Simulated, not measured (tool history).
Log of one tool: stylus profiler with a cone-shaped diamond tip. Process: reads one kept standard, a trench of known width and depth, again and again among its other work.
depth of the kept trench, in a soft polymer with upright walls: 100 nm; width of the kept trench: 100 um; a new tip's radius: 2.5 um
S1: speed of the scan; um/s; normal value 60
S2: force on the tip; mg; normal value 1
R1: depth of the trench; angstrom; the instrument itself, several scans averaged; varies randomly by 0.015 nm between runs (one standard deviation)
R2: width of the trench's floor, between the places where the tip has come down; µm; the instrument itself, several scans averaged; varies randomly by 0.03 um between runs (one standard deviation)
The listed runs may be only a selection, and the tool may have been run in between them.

run	day	S1	S2	R1	R2
1	0	60	1	1004.7	98.18
2	1.971	60	1	1004.4	98.17
3	3.408	60	1	1004.5	98.16
4	4.867	60	1	1004.6	98.15
5	6.208	60	1	1004.3	98.11
6	8.425	60	1	1004.3	98.16
7	10.621	60	1	1004.3	98.15
8	12.117	60	0.69	1003.1	98.04
9	13.767	60	1	1004.6	98.06
10	16.192	60	1	1004.2	98.04
11	18.129	60	1	1004	98.08
12	20.833	60	1.98	1006.8	98.13
13	22.575	60	1.24	1004.7	98.03
14	25.521	60	1.24	1005	98.01
15	27.279	60	1.24	1004.6	97.99
16	28.875	60	1.24	1004.5	97.99
17	31.596	60	1.24	1004.8	97.96
18	33.529	60	1.18	1004.3	97.92
19	36.8	60	1.18	1004.3	97.9
20	39.208	23	0.92	1003.4	98.15
21	40.658	27	1.43	1005.1	98.11
# day 40.921: height scale calibrated on a step standard
22	42.096	27	1.43	1005	98.09
23	43.846	27	1.43	1004.9	98.03
24	46.917	27	1.7	1005.4	98.12
25	48.4	27	1.7	1005.4	98
26	51.646	117	1.14	1003.9	97.49
# day 52.858: new tip fitted, height scale calibrated
# day 53.071: height scale calibrated on a step standard, once more
27	53.071	117	1.14	1005.5	97.96
28	55.642	117	1.14	1005.2	97.94
29	58.592	117	1.14	1005.3	97.87
30	60.646	154	0.93	1004.6	97.62
31	63.242	46	1.38	1006	98.24
32	65.246	46	1.38	1005.9	98.24
33	66.742	96	0.77	1003.8	97.79
34	69.875	96	0.77	1003.7	97.78
35	71.188	60	0.56	1003.1	97.96
36	74.371	60	0.56	1003	97.87
37	75.683	16	1	1004.5	98.32

Here are 5 independent what-if runs from the current tool condition. What would each one return?
A	77.058	31	0.55	?	?
B	77.058	60	0.61	?	?
C	77.058	194	1	?	?
D	77.058	151	1	?	?
E	77.058	45	2.59	?	?

run	R1	R2
A	1002.8	98.12
B	1003.2	97.91
C	1004.4	97.25
D	1004.4	97.5
E	1008.7	98.25
What these runs would have given with no unlogged condition in the tool:
run	R1	R2
A	1003	98.34
B	1003.5	98.13
C	1004.6	97.47
D	1004.6	97.72
E	1009	98.47
